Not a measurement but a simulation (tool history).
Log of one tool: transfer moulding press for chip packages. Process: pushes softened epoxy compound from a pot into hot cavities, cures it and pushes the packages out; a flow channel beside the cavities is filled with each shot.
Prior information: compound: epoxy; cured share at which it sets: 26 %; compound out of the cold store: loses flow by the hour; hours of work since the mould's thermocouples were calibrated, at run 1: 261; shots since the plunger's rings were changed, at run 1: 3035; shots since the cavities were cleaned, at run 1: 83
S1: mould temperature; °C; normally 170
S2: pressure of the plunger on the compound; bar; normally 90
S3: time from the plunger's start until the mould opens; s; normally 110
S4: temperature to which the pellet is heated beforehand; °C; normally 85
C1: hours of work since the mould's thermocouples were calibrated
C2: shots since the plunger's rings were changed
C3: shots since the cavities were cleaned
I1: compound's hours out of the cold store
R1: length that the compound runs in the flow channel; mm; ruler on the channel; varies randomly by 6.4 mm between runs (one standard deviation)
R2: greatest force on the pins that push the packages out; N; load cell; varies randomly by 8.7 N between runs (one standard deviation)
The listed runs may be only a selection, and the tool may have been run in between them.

run,hour,S1,S2,S3,S4,C1,C2,C3,I1,R1,R2
1,0,170,90,110,85,261,3035,83,32.8,728,436
# hour 49: cavities cleaned with cleaning compound and waxed
2,83.5,170,90,110,85,311,3839,338,9,815,546
# hour 101.1: cavities cleaned with cleaning compound and waxed
# hour 143.2: plunger's sealing rings changed
3,145.9,170,90,110,85,347,28,415,34.6,752,489
# hour 156.6: cavities cleaned with cleaning compound and waxed
4,196,170,90,110,85,376,504,386,31.1,763,489
# hour 209.9: cavities cleaned with cleaning compound and waxed
# hour 263.6: cavities cleaned with cleaning compound and waxed
5,290.4,170,108.2,110,85,432,1400,263,11,927,509
# hour 315.6: cavities cleaned with cleaning compound and waxed
# hour 366.5: cavities cleaned with cleaning compound and waxed
6,387.7,170,108.2,110,85,489,2325,208,28.3,831,479
# hour 396.2: mould's thermocouples calibrated
# hour 418.3: cavities cleaned with cleaning compound and waxed
7,451.3,170,108.2,110,85,33,2914,323,44.7,752,489
# hour 469.6: cavities cleaned with cleaning compound and waxed
# hour 521.7: cavities cleaned with cleaning compound and waxed
8,521.7,170,90,104,85,74,3575,0,36.1,699,451
# hour 542: mould's thermocouples calibrated, once more
# hour 577.1: cavities cleaned with cleaning compound and waxed
# hour 606.4: plunger's sealing rings changed
9,614.2,165,100.7,117,90,41,76,339,11.4,936,642
# hour 629.8: cavities cleaned with cleaning compound and waxed
# hour 679.9: cavities cleaned with cleaning compound and waxed
10,688.1,174,97.5,110,76,85,772,81,21.3,811,365
# hour 732.1: cavities cleaned with cleaning compound and waxed
11,778.4,170,88.2,110,85,139,1642,454,23.9,765,514
# hour 785.3: cavities cleaned with cleaning compound and waxed
# hour 837.4: cavities cleaned with cleaning compound and waxed
12,837.4,169,79.3,96,85,173,2192,0,33.5,694,569
# hour 891.9: cavities cleaned with cleaning compound and waxed
13,892.4,169,79.3,96,85,205,2716,5,11.1,783,620
# hour 944.3: cavities cleaned with cleaning compound and waxed
14,977.4,169,79.3,96,85,256,3535,325,43.7,627,646
# hour 999.9: cavities cleaned with cleaning compound and waxed
15,1048.1,173,101.6,107,78,298,4213,472,8.3,870,497

Consider 3 possible next runs. They are alternatives, not a sequence: every one starts from the tool as it was left by run 15. What does each give?
# hour 1058.4: cavities cleaned with cleaning compound and waxed
# hour 1068.6: plunger's sealing rings changed
A,1107.4,170,68.5,110,81,332,381,456,32.3,?,?
# hour 1058.4: cavities cleaned with cleaning compound and waxed
# hour 1068.6: plunger's sealing rings changed
B,1107.4,175,90,110,85,332,381,456,36.5,?,?
# hour 1058.4: cavities cleaned with cleaning compound and waxed
# hour 1068.6: plunger's sealing rings changed
C,1107.4,172,90,110,80,332,381,456,46.2,?,?

run,R1,R2
A,656,532
B,717,422
C,703,475
With the hidden condition removed and each run's random variation left untouched, the same runs would have given:
run,R1,R2
A,659,404
B,720,324
C,707,363
